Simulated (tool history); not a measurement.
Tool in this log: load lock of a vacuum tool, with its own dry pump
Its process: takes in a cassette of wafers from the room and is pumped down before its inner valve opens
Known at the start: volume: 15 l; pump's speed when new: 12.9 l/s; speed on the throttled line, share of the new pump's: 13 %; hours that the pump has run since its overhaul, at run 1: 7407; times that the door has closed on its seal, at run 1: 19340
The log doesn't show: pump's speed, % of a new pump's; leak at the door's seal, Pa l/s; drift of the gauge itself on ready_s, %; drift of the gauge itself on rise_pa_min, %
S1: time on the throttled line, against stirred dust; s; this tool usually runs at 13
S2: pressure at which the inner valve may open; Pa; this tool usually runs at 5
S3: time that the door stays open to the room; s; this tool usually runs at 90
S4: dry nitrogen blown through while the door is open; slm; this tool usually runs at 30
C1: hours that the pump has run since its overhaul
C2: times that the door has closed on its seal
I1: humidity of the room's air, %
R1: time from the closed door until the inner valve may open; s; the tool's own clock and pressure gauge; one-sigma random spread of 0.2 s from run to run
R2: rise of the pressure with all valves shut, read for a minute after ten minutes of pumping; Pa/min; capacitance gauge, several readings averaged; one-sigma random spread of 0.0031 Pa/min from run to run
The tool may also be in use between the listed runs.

run    hour  S1  S2   S3  S4    C1     C2    I1    R1     R2
  1     0.0  13   5   90  30  7407  19340  43.1  24.2  0.279
  2   131.6  13   5  192  30  7539  19814  46.0  24.3  0.327
  3   249.0  13   5   90  30  7656  20236  43.1  24.5  0.300
  4   347.1  13   5   90  30  7754  20589  46.9  24.1  0.302
  5   420.4  13   5   90  41  7828  20853  40.0  24.6  0.293
  6   517.6  13   5   36  30  7925  21202  42.3  24.6  0.293
  7   658.8  10   5   90  30  8066  21710  47.1  21.9  0.329
  8   813.7  10   5   90  30  8221  22268  44.5  22.1  0.342
  9   876.8   9   6   90  30  8284  22494  44.0  20.5  0.333
 10   988.6  10   5   52   6  8396  22897  44.1  21.8  0.363
 11  1104.9  10   5   52   6  8512  23315  47.2  22.0  0.370

Here are 3 independent what-if runs from the current tool condition. What would each one return?
  A  1251.0  13   5   90  18  8658  23841  46.0   ?   ?
  B  1251.0  13   6  215   7  8658  23841  48.6   ?   ?
  C  1251.0  10   5  106  11  8658  23841  42.8   ?   ?

run    R1     R2
  A  24.7  0.376
  B  24.1  0.492
  C  22.3  0.402
With the hidden condition removed and each run's random variation left untouched, the same runs would have given:
run    R1     R2
  A  23.2  0.085
  B  22.7  0.202
  C  20.8  0.107
